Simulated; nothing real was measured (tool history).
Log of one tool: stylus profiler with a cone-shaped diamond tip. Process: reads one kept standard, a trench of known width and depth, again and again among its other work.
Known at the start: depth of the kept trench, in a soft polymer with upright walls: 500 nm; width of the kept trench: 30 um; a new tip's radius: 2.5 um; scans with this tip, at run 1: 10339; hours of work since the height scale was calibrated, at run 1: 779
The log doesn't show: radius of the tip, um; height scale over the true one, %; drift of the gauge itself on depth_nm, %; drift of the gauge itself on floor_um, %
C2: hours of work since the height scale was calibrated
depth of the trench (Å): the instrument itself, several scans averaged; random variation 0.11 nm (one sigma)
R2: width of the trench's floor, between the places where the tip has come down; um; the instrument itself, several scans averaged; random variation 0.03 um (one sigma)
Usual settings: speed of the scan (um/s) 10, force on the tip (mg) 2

{"run": 1, "day": 0.0, "speed of the scan (um/s)": 10, "force on the tip (mg)": 2, "scans with this tip": 10339, "C2": 779, "depth of the trench (Å)": 5074, "R2": 26.95}
{"run": 2, "day": 1.308, "speed of the scan (um/s)": 8, "force on the tip (mg)": 2, "scans with this tip": 10665, "C2": 803, "depth of the trench (Å)": 5074.9, "R2": 26.99}
{"run": 3, "day": 2.112, "speed of the scan (um/s)": 25, "force on the tip (mg)": 2, "scans with this tip": 10865, "C2": 818, "depth of the trench (Å)": 5073, "R2": 26.94}
{"run": 4, "day": 3.125, "speed of the scan (um/s)": 25, "force on the tip (mg)": 2, "scans with this tip": 11117, "C2": 837, "depth of the trench (Å)": 5073.2, "R2": 26.84}
{"run": 5, "day": 4.433, "speed of the scan (um/s)": 25, "force on the tip (mg)": 2, "scans with this tip": 11444, "C2": 862, "depth of the trench (Å)": 5072.6, "R2": 26.93}
{"run": 6, "day": 5.358, "speed of the scan (um/s)": 25, "force on the tip (mg)": 2, "scans with this tip": 11674, "C2": 879, "depth of the trench (Å)": 5072.9, "R2": 26.89}
{"run": 7, "day": 5.962, "speed of the scan (um/s)": 25, "force on the tip (mg)": 2, "scans with this tip": 11824, "C2": 891, "depth of the trench (Å)": 5071.1, "R2": 26.87}
{"run": 8, "day": 6.733, "speed of the scan (um/s)": 25, "force on the tip (mg)": 2, "scans with this tip": 12017, "C2": 905, "depth of the trench (Å)": 5073.3, "R2": 26.95}
{"run": 9, "day": 7.438, "speed of the scan (um/s)": 10, "force on the tip (mg)": 0.87, "scans with this tip": 12193, "C2": 918, "depth of the trench (Å)": 5040.7, "R2": 26.92}
{"run": 10, "day": 8.729, "speed of the scan (um/s)": 10, "force on the tip (mg)": 0.87, "scans with this tip": 12514, "C2": 943, "depth of the trench (Å)": 5042.5, "R2": 26.88}
{"day": 9.479, "done": "height scale calibrated on a step standard"}
{"run": 11, "day": 10.025, "speed of the scan (um/s)": 10, "force on the tip (mg)": 0.87, "scans with this tip": 12832, "C2": 10, "depth of the trench (Å)": 5042.5, "R2": 26.92}
{"run": 12, "day": 10.812, "speed of the scan (um/s)": 10, "force on the tip (mg)": 4.3, "scans with this tip": 13028, "C2": 25, "depth of the trench (Å)": 5121.6, "R2": 26.96}
{"run": 13, "day": 11.467, "speed of the scan (um/s)": 10, "force on the tip (mg)": 4.3, "scans with this tip": 13192, "C2": 37, "depth of the trench (Å)": 5122.1, "R2": 26.95}
{"run": 14, "day": 12.804, "speed of the scan (um/s)": 10, "force on the tip (mg)": 4.3, "scans with this tip": 13524, "C2": 62, "depth of the trench (Å)": 5120.9, "R2": 26.93}
{"run": 15, "day": 14.138, "speed of the scan (um/s)": 6, "force on the tip (mg)": 0.84, "scans with this tip": 13856, "C2": 87, "depth of the trench (Å)": 5039.5, "R2": 26.89}
{"run": 16, "day": 14.779, "speed of the scan (um/s)": 6, "force on the tip (mg)": 0.84, "scans with this tip": 14017, "C2": 100, "depth of the trench (Å)": 5040.4, "R2": 26.9}
{"run": 17, "day": 15.696, "speed of the scan (um/s)": 22, "force on the tip (mg)": 2.81, "scans with this tip": 14245, "C2": 117, "depth of the trench (Å)": 5094.2, "R2": 26.86}
{"run": 18, "day": 17.025, "speed of the scan (um/s)": 6, "force on the tip (mg)": 3.56, "scans with this tip": 14577, "C2": 142, "depth of the trench (Å)": 5106.8, "R2": 26.91}
{"run": 19, "day": 18.329, "speed of the scan (um/s)": 10, "force on the tip (mg)": 2.62, "scans with this tip": 14901, "C2": 166, "depth of the trench (Å)": 5085.5, "R2": 26.94}
{"run": 20, "day": 18.946, "speed of the scan (um/s)": 5, "force on the tip (mg)": 1.31, "scans with this tip": 15055, "C2": 178, "depth of the trench (Å)": 5054, "R2": 26.9}
{"run": 21, "day": 19.717, "speed of the scan (um/s)": 8, "force on the tip (mg)": 5.23, "scans with this tip": 15247, "C2": 192, "depth of the trench (Å)": 5138.4, "R2": 26.95}
{"run": 22, "day": 20.383, "speed of the scan (um/s)": 7, "force on the tip (mg)": 5.53, "scans with this tip": 15413, "C2": 205, "depth of the trench (Å)": 5142.9, "R2": 26.97}
{"run": 23, "day": 21.471, "speed of the scan (um/s)": 7, "force on the tip (mg)": 5.53, "scans with this tip": 15685, "C2": 225, "depth of the trench (Å)": 5146.1, "R2": 26.93}
{"run": 24, "day": 22.867, "speed of the scan (um/s)": 7, "force on the tip (mg)": 5.53, "scans with this tip": 16032, "C2": 251, "depth of the trench (Å)": 5142.7, "R2": 26.99}
{"run": 25, "day": 23.621, "speed of the scan (um/s)": 10, "force on the tip (mg)": 2.21, "scans with this tip": 16220, "C2": 265, "depth of the trench (Å)": 5078, "R2": 26.93}

4 ways to go on from here, each from the tool as it stands after run 25. What would each give?
{"run": "A", "day": 24.262, "speed of the scan (um/s)": 6, "force on the tip (mg)": 1.85, "scans with this tip": 16380, "C2": 277, "depth of the trench (Å)": "?", "R2": "?"}
{"run": "B", "day": 24.262, "speed of the scan (um/s)": 10, "force on the tip (mg)": 2, "scans with this tip": 16380, "C2": 277, "depth of the trench (Å)": "?", "R2": "?"}
{"run": "C", "day": 24.262, "speed of the scan (um/s)": 5, "force on the tip (mg)": 0.82, "scans with this tip": 16380, "C2": 277, "depth of the trench (Å)": "?", "R2": "?"}
{"run": "D", "day": 24.262, "speed of the scan (um/s)": 13, "force on the tip (mg)": 1.19, "scans with this tip": 16380, "C2": 277, "depth of the trench (Å)": "?", "R2": "?"}

run=A depth_of_the_trench_(Å)=5070.1 R2=26.93
run=B depth_of_the_trench_(Å)=5073.5 R2=26.91
run=C depth_of_the_trench_(Å)=5039.4 R2=26.9
run=D depth_of_the_trench_(Å)=5051.5 R2=26.9
Without the tool's hidden state the same runs would have given:
run=A depth_of_the_trench_(Å)=5070.2 R2=26.96
run=B depth_of_the_trench_(Å)=5073.6 R2=26.93
run=C depth_of_the_trench_(Å)=5039.5 R2=26.92
run=D depth_of_the_trench_(Å)=5051.5 R2=26.92
